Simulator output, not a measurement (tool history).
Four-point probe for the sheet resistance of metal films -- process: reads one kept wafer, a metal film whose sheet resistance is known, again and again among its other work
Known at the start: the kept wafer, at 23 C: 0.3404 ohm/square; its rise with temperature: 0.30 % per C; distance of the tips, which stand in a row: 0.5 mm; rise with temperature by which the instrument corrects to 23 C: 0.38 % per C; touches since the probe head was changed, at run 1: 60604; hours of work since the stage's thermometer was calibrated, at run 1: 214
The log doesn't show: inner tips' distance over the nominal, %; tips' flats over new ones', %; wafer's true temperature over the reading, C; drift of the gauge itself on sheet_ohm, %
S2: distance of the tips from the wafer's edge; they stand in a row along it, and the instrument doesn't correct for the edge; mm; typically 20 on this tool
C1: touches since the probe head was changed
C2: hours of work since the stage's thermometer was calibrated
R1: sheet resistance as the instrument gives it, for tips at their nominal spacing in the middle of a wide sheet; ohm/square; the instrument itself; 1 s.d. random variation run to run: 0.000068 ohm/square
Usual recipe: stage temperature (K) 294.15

Run 1, hour 0: usual settings; C1 60604; C2 214. Result: R1 0.342522 ohm/square.
Run 2, hour 48.4: usual settings but S2 19 mm; C1 62010; C2 243. Result: R1 0.342436 ohm/square.
Run 3, hour 94.4: usual settings but S2 19 mm; C1 63346; C2 270. Result: R1 0.342632 ohm/square.
Run 4, hour 131.1: usual settings but S2 12 mm; C1 64413; C2 292. Result: R1 0.342754 ohm/square.
Run 5, hour 194.6: usual settings but stage temperature (K) 295.15; C1 66255; C2 330. Result: R1 0.342391 ohm/square.
Run 6, hour 260.9: usual settings but stage temperature (K) 295.15; C1 68180; C2 370. Result: R1 0.342371 ohm/square.
Run 7, hour 319.8: usual settings but stage temperature (K) 295.15; C1 69894; C2 405. Result: R1 0.342401 ohm/square.
Run 8, hour 355.6: usual settings but stage temperature (K) 295.15; C1 70931; C2 426. Result: R1 0.342368 ohm/square.
Run 9, hour 404.4: usual settings but S2 70 mm; C1 72351; C2 455. Result: R1 0.342493 ohm/square.
Run 10, hour 441.5: usual settings; C1 73428; C2 478. Result: R1 0.342558 ohm/square.
Run 11, hour 484.3: usual settings but stage temperature (K) 297.15; C1 74670; C2 503. Result: R1 0.34195 ohm/square.
Run 12, hour 544.8: usual settings but S2 5 mm; C1 76427; C2 539. Result: R1 0.344321 ohm/square.
Run 13, hour 607.5: usual settings but stage temperature (K) 292.15, S2 5 mm; C1 78250; C2 577. Result: R1 0.345076 ohm/square.
Run 14, hour 638.9: usual settings but stage temperature (K) 292.15, S2 5 mm; C1 79160; C2 595. Result: R1 0.344997 ohm/square.
Run 15, hour 697.4: usual settings but stage temperature (K) 292.15, S2 5 mm; C1 80859; C2 630. Result: R1 0.345035 ohm/square.
Run 16, hour 758.9: usual settings but stage temperature (K) 292.15, S2 5 mm; C1 82647; C2 667. Result: R1 0.344944 ohm/square.
At hour 764: stage's thermometer calibrated.
Run 17, hour 795.7: usual settings but stage temperature (K) 292.15, S2 5 mm; C1 83700; C2 19. Result: R1 0.345118 ohm/square.
Run 18, hour 851.7: usual settings but S2 6 mm; C1 85327; C2 52. Result: R1 0.344054 ohm/square.
Run 19, hour 907.7: usual settings; C1 86955; C2 86. Result: R1 0.342961 ohm/square.
At hour 930.2: stage's thermometer calibrated, once more.
Run 20, hour 950.8: usual settings; C1 88192; C2 12. Result: R1 0.342788 ohm/square.
Run 21, hour 1015.8: usual settings; C1 90079; C2 51. Result: R1 0.342815 ohm/square.
Run 22, hour 1055.2: usual settings; C1 91224; C2 75. Result: R1 0.342804 ohm/square.
Run 23, hour 1085: usual settings; C1 92089; C2 92. Result: R1 0.342893 ohm/square.
Run 24, hour 1123.2: usual settings but S2 6 mm; C1 93198; C2 115. Result: R1 0.344077 ohm/square.
Run 25, hour 1153.1: usual settings but S2 6 mm; C1 94068; C2 133. Result: R1 0.34412 ohm/square.
Run 26, hour 1199.3: usual settings but stage temperature (K) 297.15, S2 24 mm; C1 95408; C2 161. Result: R1 0.342129 ohm/square.
Run 27, hour 1254: usual settings but stage temperature (K) 297.15, S2 24 mm; C1 96999; C2 193. Result: R1 0.342125 ohm/square.
Run 28, hour 1317.1: usual settings but stage temperature (K) 305.15, S2 38 mm; C1 98829; C2 231. Result: R1 0.340266 ohm/square.
Run 29, hour 1359.3: usual settings but stage temperature (K) 305.15, S2 38 mm; C1 100056; C2 256. Result: R1 0.340215 ohm/square.
Run 30, hour 1407: usual settings but stage temperature (K) 305.15, S2 19 mm; C1 101443; C2 285. Result: R1 0.340414 ohm/square.
Run 31, hour 1464.2: usual settings but stage temperature (K) 297.15, S2 3 mm; C1 103104; C2 319. Result: R1 0.347262 ohm/square.
Run 32, hour 1497.9: usual settings but stage temperature (K) 297.15, S2 3 mm; C1 104082; C2 339. Result: R1 0.347241 ohm/square.
Run 33, hour 1529.4: usual settings but S2 36 mm; C1 104998; C2 358. Result: R1 0.343005 ohm/square.
Run 34, hour 1566.4: usual settings but stage temperature (K) 305.15, S2 14 mm; C1 106073; C2 380. Result: R1 0.340662 ohm/square.
Run 35, hour 1632.8: usual settings but stage temperature (K) 305.15, S2 14 mm; C1 108001; C2 419. Result: R1 0.3406 ohm/square.
Run 36, hour 1663.3: usual settings but S2 18 mm; C1 108886; C2 438. Result: R1 0.34316 ohm/square.
Run 37, hour 1692.1: usual settings but S2 10 mm; C1 109722; C2 455. Result: R1 0.343597 ohm/square.
Run 38, hour 1754.4: usual settings but S2 10 mm; C1 111534; C2 492. Result: R1 0.343436 ohm/square.
Run 39, hour 1804.3: usual settings but S2 10 mm; C1 112980; C2 522. Result: R1 0.343536 ohm/square.
Run 40, hour 1845.9: usual settings but stage temperature (K) 296.15; C1 114189; C2 547. Result: R1 0.342809 ohm/square.
Run 41, hour 1895: usual settings but stage temperature (K) 296.15; C1 115616; C2 576. Result: R1 0.342718 ohm/square.
Run 42, hour 1922.4: usual settings but stage temperature (K) 293.15; C1 116412; C2 592. Result: R1 0.343529 ohm/square.
Run 43, hour 1962.5: usual settings but stage temperature (K) 299.15, S2 40 mm; C1 117578; C2 616. Result: R1 0.341966 ohm/square.
Run 44, hour 1989.8: usual settings but stage temperature (K) 299.15, S2 40 mm; C1 118369; C2 632. Result: R1 0.341933 ohm/square.
Run 45, hour 2037.7: usual settings but stage temperature (K) 305.15, S2 8 mm; C1 119760; C2 661. Result: R1 0.341346 ohm/square.
Run 46, hour 2097.7: usual settings but stage temperature (K) 305.15, S2 8 mm; C1 121504; C2 697. Result: R1 0.341396 ohm/square.

Branching from run 46: 3 alternative next runs. What would each branch give?
Run A, hour 2159.7: usual settings but stage temperature (K) 297.15; C1 123305; C2 734. Result: R1 ?.
Run B, hour 2159.7: usual settings but stage temperature (K) 297.15, S2 16 mm; C1 123305; C2 734. Result: R1 ?.
Run C, hour 2159.7: usual settings but stage temperature (K) 302.15, S2 6 mm; C1 123305; C2 734. Result: R1 ?.

run        R1
  A  0.342696
  B  0.342658
  C  0.342667
Stripped of hidden state, with their random variation kept, the same runs would have yielded:
run        R1
  A  0.340347
  B   0.34031
  C  0.340322
